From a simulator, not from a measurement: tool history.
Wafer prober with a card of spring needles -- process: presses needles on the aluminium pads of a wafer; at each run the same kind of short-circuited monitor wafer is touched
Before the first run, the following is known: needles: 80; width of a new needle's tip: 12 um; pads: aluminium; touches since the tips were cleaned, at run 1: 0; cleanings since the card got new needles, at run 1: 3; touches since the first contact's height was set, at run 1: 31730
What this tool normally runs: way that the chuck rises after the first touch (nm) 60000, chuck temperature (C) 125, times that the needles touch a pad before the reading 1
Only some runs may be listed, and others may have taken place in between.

run   hour  way that the chuck rises after the first touch (nm)  chuck temperature (C)  times that the needles touch a pad before the reading  touches since the tips were cleaned  cleanings since the card got new needles  touches since the first contact's height was set  resistance of one needle with its contact and lead (mohm)  way that a needle slides on the pad (nm)
  1    0.0                                                60000                    125                                                      1                                    0                                         3                                             31730                                                        187                                     10130
  2   14.0                                                60000                    125                                                      1                                 6030                                         3                                             37760                                                        252                                     10060
      22.4  -- tips cleaned on abrasive film
  3   24.7                                                60000                     42                                                      1                                  965                                         4                                             42322                                                        255                                     10130
  4   42.2                                                70000                    125                                                      1                                 8538                                         4                                             49895                                                        251                                     11760
      43.9  -- tips cleaned on abrasive film
  5   62.8                                                70000                    125                                                      1                                 8128                                         5                                             58720                                                        252                                     11710
      66.3  -- tips cleaned on abrasive film
  6   72.8                                                70000                    125                                                      1                                 2789                                         6                                             62988                                                        239                                     11720
  7   86.0                                                70000                    125                                                      1                                 8475                                         6                                             68674                                                        248                                     11720
      88.2  -- tips cleaned on abrasive film
  8  107.2                                                72000                    125                                                      1                                 8196                                         7                                             77773                                                        250                                     12090
     109.8  -- tips cleaned on abrasive film, once more
  9  124.6                                                72000                    125                                                      1                                 6415                                         8                                             85258                                                        247                                     12050
     131.9  -- tips cleaned on abrasive film
 10  135.0                                                42000                    125                                                      1                                 1368                                         9                                             89702                                                        237                                      6980
 11  144.9                                                60000                    117                                                      1                                 5627                                         9                                             93961                                                        244                                     10030
     153.5  -- tips cleaned on abrasive film
 12  155.2                                                60000                    117                                                      1                                  754                                        10                                             98359                                                        208                                     10050
 13  174.0                                                60000                    117                                                      1                                 8867                                        10                                            106472                                                        253                                     10010
     175.8  -- tips cleaned on abrasive film
 14  186.0                                                60000                    117                                                      1                                 4409                                        11                                            111587                                                        243                                     10010
 15  195.2                                                60000                    125                                                      1                                 8364                                        11                                            115542                                                        251                                     10020
     196.8  -- tips cleaned on abrasive film
 16  206.7                                                60000                    125                                                      2                                 4243                                        12                                            120467                                                        219                                      9970
     219.3  -- tips cleaned on abrasive film
 17  223.6                                                60000                    125                                                      2                                 1840                                        13                                            127702                                                        214                                      9960
     241.4  -- tips cleaned on abrasive film
 18  242.1                                                60000                    105                                                      2                                  287                                        14                                            135641                                                        192                                      9960
 19  252.8                                                60000                    125                                                      2                                 4902                                        14                                            140256                                                        222                                      9920
     263.1  -- tips cleaned on abrasive film
 20  267.1                                                56000                    125                                                      3                                 1694                                        15                                            146371                                                        202                                      9290
 21  277.3                                                75000                     58                                                      3                                 6108                                        15                                            150785                                                        192                                     12470
     285.6  -- tips cleaned on abrasive film
 22  296.0                                                75000                     33                                                      3                                 4459                                        16                                            158802                                                        186                                     12460
 23  305.0                                                67000                    125                                                      1                                 8359                                        16                                            162702                                                        246                                     11110
     306.8  -- tips cleaned on abrasive film
 24  319.0                                                44000                     48                                                      1                                 5274                                        17                                            168707                                                        268                                      7240
     328.2  -- tips cleaned on abrasive film
     330.3  -- height of the first contact set anew
 25  333.5                                                44000                     48                                                      1                                 2179                                        18                                              1407                                                        245                                      7410
 26  346.1                                                44000                     48                                                      1                                 7610                                        18                                              6838                                                        268                                      7400
     349.9  -- tips cleaned on abrasive film
 27  367.2                                                44000                     48                                                      1                                 7443                                        19                                             15869                                                        268                                      7390
     371.1  -- tips cleaned on abrasive film
 28  385.1                                                42000                    125                                                      1                                 6023                                        20                                             23544                                                        277                                      7080
     393.1  -- tips cleaned on abrasive film
 29  400.2                                                65000                     33                                                      1                                 3081                                        21                                             30037                                                        221                                     10890
     414.2  -- tips cleaned on abrasive film
 30  414.2                                                65000                     33                                                      1                                    0                                        22                                             36014                                                        172                                     10960
 31  431.9                                                66000                     33                                                      1                                 7650                                        22                                             43664                                                        224                                     11090
     436.0  -- tips cleaned on abrasive film
 32  447.3                                                43000                     33                                                      1                                 4899                                        23                                             50259                                                        264                                      7180
     456.9  -- tips cleaned on abrasive film
 33  465.2                                                71000                    125                                                      1                                 3582                                        24                                             57938                                                        239                                     11940

Each run again, without the hidden state but with its own random variation kept:
Hidden state present: debris on the tips, nm; way that the needles fall short of the set height, um; tips' diameter, um; drift of the gauge itself on contact_mohm, %; drift of the gauge itself on scrub_um, %.
run  resistance of one needle with its contact and lead (mohm)  way that a needle slides on the pad (nm)
  1                                                        181                                     10160
  2                                                        186                                     10100
  3                                                        167                                     10190
  4                                                        187                                     11820
  5                                                        188                                     11770
  6                                                        184                                     11800
  7                                                        185                                     11790
  8                                                        187                                     12170
  9                                                        185                                     12140
 10                                                        188                                      7090
 11                                                        180                                     10140
 12                                                        181                                     10170
 13                                                        186                                     10130
 14                                                        183                                     10140
 15                                                        185                                     10140
 16                                                        182                                     10110
 17                                                        186                                     10110
 18                                                        184                                     10120
 19                                                        185                                     10080
 20                                                        187                                      9460
 21                                                        171                                     12640
 22                                                        166                                     12640
 23                                                        184                                     11290
 24                                                        173                                      7430
 25                                                        171                                      7410
 26                                                        173                                      7400
 27                                                        173                                      7400
 28                                                        188                                      7100
 29                                                        167                                     10920
 30                                                        166                                     11010
 31                                                        164                                     11130
 32                                                        166                                      7230
 33                                                        186                                     12000

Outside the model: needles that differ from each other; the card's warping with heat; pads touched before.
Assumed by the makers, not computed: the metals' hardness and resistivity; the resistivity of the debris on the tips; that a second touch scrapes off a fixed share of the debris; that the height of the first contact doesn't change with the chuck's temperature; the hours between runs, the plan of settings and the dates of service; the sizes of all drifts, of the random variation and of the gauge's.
